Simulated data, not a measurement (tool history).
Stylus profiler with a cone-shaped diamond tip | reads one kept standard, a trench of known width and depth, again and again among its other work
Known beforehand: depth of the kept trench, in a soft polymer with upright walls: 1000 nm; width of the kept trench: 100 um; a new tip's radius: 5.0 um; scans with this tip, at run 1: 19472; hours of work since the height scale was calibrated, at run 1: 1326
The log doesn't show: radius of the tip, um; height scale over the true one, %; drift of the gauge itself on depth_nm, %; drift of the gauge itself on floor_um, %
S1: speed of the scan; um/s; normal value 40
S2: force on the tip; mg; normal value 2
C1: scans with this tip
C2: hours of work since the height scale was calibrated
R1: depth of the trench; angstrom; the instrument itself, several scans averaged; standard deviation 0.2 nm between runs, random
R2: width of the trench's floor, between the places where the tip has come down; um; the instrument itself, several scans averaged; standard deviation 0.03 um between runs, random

run,hour,S1,S2,C1,C2,R1,R2
1,0,40,2,19472,1326,10052.2,93.84
2,126.3,40,2,20258,1379,10049.9,93.87
3,180.4,37,2,20594,1402,10053.7,93.85
# hour 248.8: height scale calibrated on a step standard
4,270.4,40,1.33,21151,9,10038.3,93.77
5,342.2,40,1.33,21597,40,10037.8,93.81
6,433.4,42,2,22165,78,10054.3,93.88
7,489.4,42,2.29,22513,102,10060.5,93.83
8,572.2,42,2.29,23028,137,10061.6,93.83
9,630.3,42,2.29,23389,162,10060.3,93.85
# hour 711.2: new tip fitted, height scale calibrated
10,719.8,42,2.29,53,4,10061.5,93.85
11,813.8,42,2.29,638,43,10056.8,93.88
12,882,42,2.29,1062,72,10057.7,93.86
13,988.9,39,2.09,1728,118,10056.3,93.93
14,1048.1,39,2.09,2096,143,10052.4,93.92
15,1174.2,11,1.61,2880,196,10046.5,93.93
16,1300.7,103,0.68,3667,250,10025.4,93.39
17,1427.2,18,1.69,4454,303,10049.2,93.91
18,1548.1,64,2.54,5206,354,10061.7,93.85
19,1669.9,40,0.78,5963,406,10027.1,93.81

Run 20 has not been measured yet. What should we expect?
20,1723.7,19,1.19,6298,429,?,?

{"run 20": {"R1": 10032.8, "R2": 93.94}}
Minus the tool's unlogged condition, the same run would have read R1 10032.7 angstrom, R2 93.95 um.
